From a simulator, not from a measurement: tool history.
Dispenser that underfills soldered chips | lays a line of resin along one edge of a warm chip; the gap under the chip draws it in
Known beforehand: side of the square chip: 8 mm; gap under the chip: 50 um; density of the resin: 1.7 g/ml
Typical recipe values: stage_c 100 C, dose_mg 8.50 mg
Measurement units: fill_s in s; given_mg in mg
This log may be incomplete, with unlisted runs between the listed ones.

run	hour	stage_c	dose_mg	fill_s	given_mg
1	0.0	100	8.50	78.6	8.50
2	4.3	100	8.50	87.8	8.36
3	9.8	100	8.50	75.1	8.43
4	12.7	100	8.50	81.9	8.46
5	18.2	100	8.50	94.0	8.37
6	22.5	100	8.50	78.9	8.30
7	25.4	100	8.50	85.0	8.36
8	28.7	100	8.50	88.7	8.29
9	33.2	103	8.50	70.7	8.32
10	38.6	103	8.50	79.0	8.34
11	44.4	100	9.15	75.9	8.93
12	47.2	100	9.15	81.3	8.92
13	52.5	100	9.15	91.8	8.89
14	57.6	100	9.15	77.6	8.91
15	63.2	100	9.15	87.7	8.85
16	69.3	100	9.15	77.4	8.86
17	73.4	100	9.15	84.6	8.77
18	79.2	104	8.50	66.6	8.27
19	84.6	87	7.65	127.9	7.27
20	88.8	105	8.50	81.5	8.17
21	93.9	110	7.66	62.3	7.23
22	99.4	87	7.25	143.1	7.00
23	104.5	109	8.81	60.9	8.35
24	107.9	111	8.50	63.1	8.05
25	112.2	98	8.58	101.8	8.13
26	115.6	100	9.78	77.4	9.32
27	121.7	100	11.09	90.5	10.47
28	125.8	100	11.09	75.1	10.48
29	128.4	100	11.09	80.3	10.41
30	131.2	100	11.09	84.4	10.41
31	134.6	100	11.09	92.1	10.38
32	140.6	108	11.09	64.4	10.45
33	145.2	96	7.93	105.4	7.41
34	149.6	96	7.93	89.1	7.48
35	155.6	96	7.93	102.2	7.41
36	160.2	96	7.93	85.7	7.42

Between the runs listed above, the log contained 14 entries, not reproduced here. Where in the sequence does each belong, and how does what the log doesn't record of the tool's condition differ from the listed run before to the listed run after?
Logged between run 2 and run 3: new syringe of resin (hour 8.2)
  resin's viscosity, % of fresh resin's: 119 -> 104.2; dose that the valve gives, % of what is set: 98.71 -> 98.53; true chip temperature over the reading, C: -0.25 -> -0.27
  the result without the hidden state subtracted from the measured one, fill_s: +14.7 -> +3.7 s; given_mg: -0.11 -> -0.12 mg
Logged between run 5 and run 6: new syringe of resin (hour 19.9)
  resin's viscosity, % of fresh resin's: 127.7 -> 105.3; dose that the valve gives, % of what is set: 98.23 -> 98.08; true chip temperature over the reading, C: -0.3 -> -0.31
  the result without the hidden state subtracted from the measured one, fill_s: +21.3 -> +4.8 s; given_mg: -0.15 -> -0.16 mg
Logged between run 8 and run 9: new syringe of resin (hour 31.7)
  resin's viscosity, % of fresh resin's: 122.6 -> 104.1; dose that the valve gives, % of what is set: 97.83 -> 97.66; true chip temperature over the reading, C: -0.33 -> -0.35
  the result without the hidden state subtracted from the measured one, fill_s: +17.3 -> +3.6 s; given_mg: -0.18 -> -0.20 mg
Logged between run 10 and run 11: new syringe of resin (hour 43.2)
  resin's viscosity, % of fresh resin's: 118.6 -> 103.3; dose that the valve gives, % of what is set: 97.45 -> 97.26; true chip temperature over the reading, C: -0.37 -> -0.39
  the result without the hidden state subtracted from the measured one, fill_s: +13.4 -> +3.5 s; given_mg: -0.22 -> -0.25 mg
Logged between run 13 and run 14: new syringe of resin (hour 55.1)
  resin's viscosity, % of fresh resin's: 125.9 -> 104.8; dose that the valve gives, % of what is set: 96.95 -> 96.78; true chip temperature over the reading, C: -0.42 -> -0.43
  the result without the hidden state subtracted from the measured one, fill_s: +19.9 -> +4.7 s; given_mg: -0.27 -> -0.29 mg
Logged between run 15 and run 16: new syringe of resin (hour 66.7)
  resin's viscosity, % of fresh resin's: 119.8 -> 104.9; dose that the valve gives, % of what is set: 96.57 -> 96.35; true chip temperature over the reading, C: -0.45 -> -0.47
  the result without the hidden state subtracted from the measured one, fill_s: +15.7 -> +4.9 s; given_mg: -0.32 -> -0.33 mg
Logged between run 17 and run 18: new syringe of resin (hour 78.5)
  resin's viscosity, % of fresh resin's: 115.9 -> 100.3; dose that the valve gives, % of what is set: 96.21 -> 96; true chip temperature over the reading, C: -0.49 -> -0.51
  the result without the hidden state subtracted from the measured one, fill_s: +12.9 -> +1.5 s; given_mg: -0.35 -> -0.34 mg
Logged between run 20 and run 21: new syringe of resin (hour 90.0)
  resin's viscosity, % of fresh resin's: 126.5 -> 109.7; dose that the valve gives, % of what is set: 95.65 -> 95.48; true chip temperature over the reading, C: -0.54 -> -0.56
  the result without the hidden state subtracted from the measured one, fill_s: +18.4 -> +7.0 s; given_mg: -0.37 -> -0.35 mg
Logged between run 22 and run 23: new syringe of resin (hour 101.8)
  resin's viscosity, % of fresh resin's: 125.4 -> 107.3; dose that the valve gives, % of what is set: 95.28 -> 95.11; true chip temperature over the reading, C: -0.58 -> -0.59
  the result without the hidden state subtracted from the measured one, fill_s: +32.5 -> +5.5 s; given_mg: -0.34 -> -0.43 mg
Logged between run 25 and run 26: new syringe of resin (hour 113.4)
  resin's viscosity, % of fresh resin's: 129.3 -> 105.9; dose that the valve gives, % of what is set: 94.81 -> 94.7; true chip temperature over the reading, C: -0.62 -> -0.63
  the result without the hidden state subtracted from the measured one, fill_s: +25.0 -> +5.9 s; given_mg: -0.45 -> -0.52 mg
Logged between run 27 and run 28: new syringe of resin (hour 124.9)
  resin's viscosity, % of fresh resin's: 122.8 -> 102.4; dose that the valve gives, % of what is set: 94.48 -> 94.35; true chip temperature over the reading, C: -0.65 -> -0.66
  the result without the hidden state subtracted from the measured one, fill_s: +18.2 -> +3.3 s; given_mg: -0.61 -> -0.63 mg
Logged between run 31 and run 32: new syringe of resin (hour 136.8)
  resin's viscosity, % of fresh resin's: 126.7 -> 109.9; dose that the valve gives, % of what is set: 94.01 -> 93.79; true chip temperature over the reading, C: -0.69 -> -0.71
  the result without the hidden state subtracted from the measured one, fill_s: +21.1 -> +7.1 s; given_mg: -0.66 -> -0.70 mg
Logged between run 33 and run 34: new syringe of resin (hour 148.7)
  resin's viscosity, % of fresh resin's: 122.9 -> 102.5; dose that the valve gives, % of what is set: 93.61 -> 93.46; true chip temperature over the reading, C: -0.73 -> -0.74
  the result without the hidden state subtracted from the measured one, fill_s: +22.7 -> +5.3 s; given_mg: -0.50 -> -0.52 mg
Logged between run 35 and run 36: new syringe of resin (hour 160.2)
  resin's viscosity, % of fresh resin's: 118.5 -> 99; dose that the valve gives, % of what is set: 93.25 -> 93.08; true chip temperature over the reading, C: -0.76 -> -0.78
  the result without the hidden state subtracted from the measured one, fill_s: +19.1 -> +2.4 s; given_mg: -0.54 -> -0.55 mg
